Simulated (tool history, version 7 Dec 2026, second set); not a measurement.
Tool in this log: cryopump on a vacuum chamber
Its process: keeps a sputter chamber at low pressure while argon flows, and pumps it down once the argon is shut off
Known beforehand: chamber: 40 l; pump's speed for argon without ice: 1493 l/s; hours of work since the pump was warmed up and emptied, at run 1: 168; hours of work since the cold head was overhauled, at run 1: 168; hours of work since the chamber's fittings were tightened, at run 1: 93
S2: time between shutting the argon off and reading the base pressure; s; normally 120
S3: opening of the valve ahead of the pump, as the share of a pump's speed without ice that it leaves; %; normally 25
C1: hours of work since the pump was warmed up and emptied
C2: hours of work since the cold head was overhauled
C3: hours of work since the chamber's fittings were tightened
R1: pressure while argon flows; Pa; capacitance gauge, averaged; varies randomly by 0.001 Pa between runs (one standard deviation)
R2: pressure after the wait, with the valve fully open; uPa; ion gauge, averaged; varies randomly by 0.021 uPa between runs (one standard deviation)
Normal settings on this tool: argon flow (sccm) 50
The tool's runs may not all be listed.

run 1 hour=0 | argon_flow_(sccm)=50 S2=120 S3=25 | C1=168 C2=168 C3=93 | R1=0.2285 R2=0.63
run 2 hour=108.5 | argon_flow_(sccm)=50 S2=120 S3=25 | C1=227 C2=227 C3=152 | R1=0.2299 R2=0.67
run 3 hour=213.9 | argon_flow_(sccm)=50 S2=120 S3=25 | C1=284 C2=284 C3=209 | R1=0.231 R2=0.67
run 4 hour=297.4 | argon_flow_(sccm)=50 S2=198 S3=25 | C1=330 C2=330 C3=255 | R1=0.2335 R2=0.62
run 5 hour=351.5 | argon_flow_(sccm)=50 S2=198 S3=25 | C1=359 C2=359 C3=284 | R1=0.2323 R2=0.65
run 6 hour=461.1 | argon_flow_(sccm)=50 S2=198 S3=25 | C1=419 C2=419 C3=344 | R1=0.2313 R2=0.64
run 7 hour=584.9 | argon_flow_(sccm)=50 S2=198 S3=25 | C1=486 C2=486 C3=411 | R1=0.2326 R2=0.74
run 8 hour=705.8 | argon_flow_(sccm)=50 S2=84 S3=25 | C1=552 C2=552 C3=477 | R1=0.2356 R2=1.08
run 9 hour=806.8 | argon_flow_(sccm)=50 S2=120 S3=25 | C1=607 C2=607 C3=532 | R1=0.2367 R2=0.97
run 10 hour=907.3 | argon_flow_(sccm)=50 S2=120 S3=25 | C1=662 C2=662 C3=587 | R1=0.2377 R2=1
run 11 hour=1009 | argon_flow_(sccm)=24 S2=120 S3=25 | C1=717 C2=717 C3=642 | R1=0.1154 R2=1.13
-- hour=1125.9 pump warmed up, emptied and cooled again
run 12 hour=1129.7 | argon_flow_(sccm)=24 S2=120 S3=25 | C1=2 C2=780 C3=705 | R1=0.1091 R2=0.96
run 13 hour=1253.9 | argon_flow_(sccm)=24 S2=120 S3=25 | C1=70 C2=848 C3=773 | R1=0.1087 R2=1.01
run 14 hour=1360 | argon_flow_(sccm)=30 S2=120 S3=25 | C1=127 C2=905 C3=830 | R1=0.1377 R2=1.05
run 15 hour=1437.4 | argon_flow_(sccm)=30 S2=120 S3=25 | C1=170 C2=948 C3=873 | R1=0.1378 R2=1.13
run 16 hour=1510.5 | argon_flow_(sccm)=30 S2=120 S3=25 | C1=209 C2=987 C3=912 | R1=0.1376 R2=1.13
run 17 hour=1592.7 | argon_flow_(sccm)=50 S2=278 S3=25 | C1=254 C2=1032 C3=957 | R1=0.2322 R2=1.06
run 18 hour=1706.5 | argon_flow_(sccm)=50 S2=278 S3=25 | C1=316 C2=1094 C3=1019 | R1=0.232 R2=1.05
run 19 hour=1786.2 | argon_flow_(sccm)=50 S2=261 S3=25 | C1=359 C2=1137 C3=1062 | R1=0.2319 R2=1.18
run 20 hour=1886.8 | argon_flow_(sccm)=30 S2=64 S3=33 | C1=414 C2=1192 C3=1117 | R1=0.1075 R2=1.57
run 21 hour=1939.5 | argon_flow_(sccm)=27 S2=120 S3=25 | C1=443 C2=1221 C3=1146 | R1=0.1264 R2=1.35
run 22 hour=2025.6 | argon_flow_(sccm)=27 S2=120 S3=25 | C1=490 C2=1268 C3=1193 | R1=0.1272 R2=1.4
run 23 hour=2146.5 | argon_flow_(sccm)=27 S2=120 S3=25 | C1=555 C2=1333 C3=1259 | R1=0.1275 R2=1.52
run 24 hour=2213.7 | argon_flow_(sccm)=20 S2=222 S3=25 | C1=592 C2=1370 C3=1295 | R1=0.0946 R2=1.45
run 25 hour=2297.4 | argon_flow_(sccm)=29 S2=31 S3=45 | C1=638 C2=1416 C3=1341 | R1=0.0802 R2=2.41
run 26 hour=2419.9 | argon_flow_(sccm)=29 S2=25 S3=19 | C1=704 C2=1482 C3=1407 | R1=0.1815 R2=2.82
run 27 hour=2486.2 | argon_flow_(sccm)=29 S2=25 S3=19 | C1=740 C2=1518 C3=1443 | R1=0.1811 R2=2.62
-- hour=2560.9 pump warmed up, emptied and cooled again
run 28 hour=2614.2 | argon_flow_(sccm)=44 S2=120 S3=56 | C1=29 C2=1585 C3=1510 | R1=0.091 R2=1.44
run 29 hour=2737.9 | argon_flow_(sccm)=79 S2=120 S3=25 | C1=96 C2=1653 C3=1578 | R1=0.3618 R2=1.63
run 30 hour=2859.8 | argon_flow_(sccm)=79 S2=120 S3=25 | C1=163 C2=1719 C3=1644 | R1=0.365 R2=1.6
run 31 hour=2938.6 | argon_flow_(sccm)=48 S2=63 S3=47 | C1=206 C2=1762 C3=1687 | R1=0.1207 R2=1.83
run 32 hour=3025.5 | argon_flow_(sccm)=48 S2=120 S3=25 | C1=253 C2=1809 C3=1734 | R1=0.2221 R2=1.76
run 33 hour=3147.5 | argon_flow_(sccm)=48 S2=120 S3=25 | C1=319 C2=1876 C3=1801 | R1=0.224 R2=1.81
run 34 hour=3219.5 | argon_flow_(sccm)=48 S2=120 S3=25 | C1=358 C2=1915 C3=1840 | R1=0.2247 R2=1.86
run 35 hour=3271.9 | argon_flow_(sccm)=48 S2=120 S3=25 | C1=387 C2=1943 C3=1868 | R1=0.2245 R2=1.9

Table of differences, measured result less the result of that run with no hidden state. Run-to-run variation is the same in both. Gauge scatter possibly is not:
Hidden state present: pump's speed, % of a pump's without ice; cold plate's temperature, K; leak into the chamber, uPa l/s; drift of the gauge itself on working_pa, %; drift of the gauge itself on base_upa, %.
run=1 R1=+0.0028 R2=+0.14
run=2 R1=+0.0037 R2=+0.17
run=3 R1=+0.0047 R2=+0.22
run=4 R1=+0.0054 R2=+0.26
run=5 R1=+0.006 R2=+0.28
run=6 R1=+0.0069 R2=+0.32
run=7 R1=+0.0082 R2=+0.37
run=8 R1=+0.0096 R2=+0.45
run=9 R1=+0.0106 R2=+0.5
run=10 R1=+0.0118 R2=+0.55
run=11 R1=+0.0062 R2=+0.62
run=12 R1=+0.0004 R2=+0.49
run=13 R1=+0.0008 R2=+0.55
run=14 R1=+0.0016 R2=+0.59
run=15 R1=+0.0021 R2=+0.63
run=16 R1=+0.0024 R2=+0.68
run=17 R1=+0.0047 R2=+0.72
run=18 R1=+0.0057 R2=+0.76
run=19 R1=+0.0065 R2=+0.82
run=20 R1=+0.0044 R2=+0.86
run=21 R1=+0.0043 R2=+0.89
run=22 R1=+0.0048 R2=+0.94
run=23 R1=+0.0056 R2=+1.03
run=24 R1=+0.0044 R2=+1.08
run=25 R1=+0.007 R2=+1.1
run=26 R1=+0.0078 R2=+1.22
run=27 R1=+0.0082 R2=+1.19
run=28 R1=+0.0016 R2=+0.99
run=29 R1=+0.0045 R2=+1.11
run=30 R1=+0.0062 R2=+1.14
run=31 R1=+0.0044 R2=+1.15
run=32 R1=+0.0051 R2=+1.25
run=33 R1=+0.0061 R2=+1.32
run=34 R1=+0.0069 R2=+1.38
run=35 R1=+0.0072 R2=+1.38

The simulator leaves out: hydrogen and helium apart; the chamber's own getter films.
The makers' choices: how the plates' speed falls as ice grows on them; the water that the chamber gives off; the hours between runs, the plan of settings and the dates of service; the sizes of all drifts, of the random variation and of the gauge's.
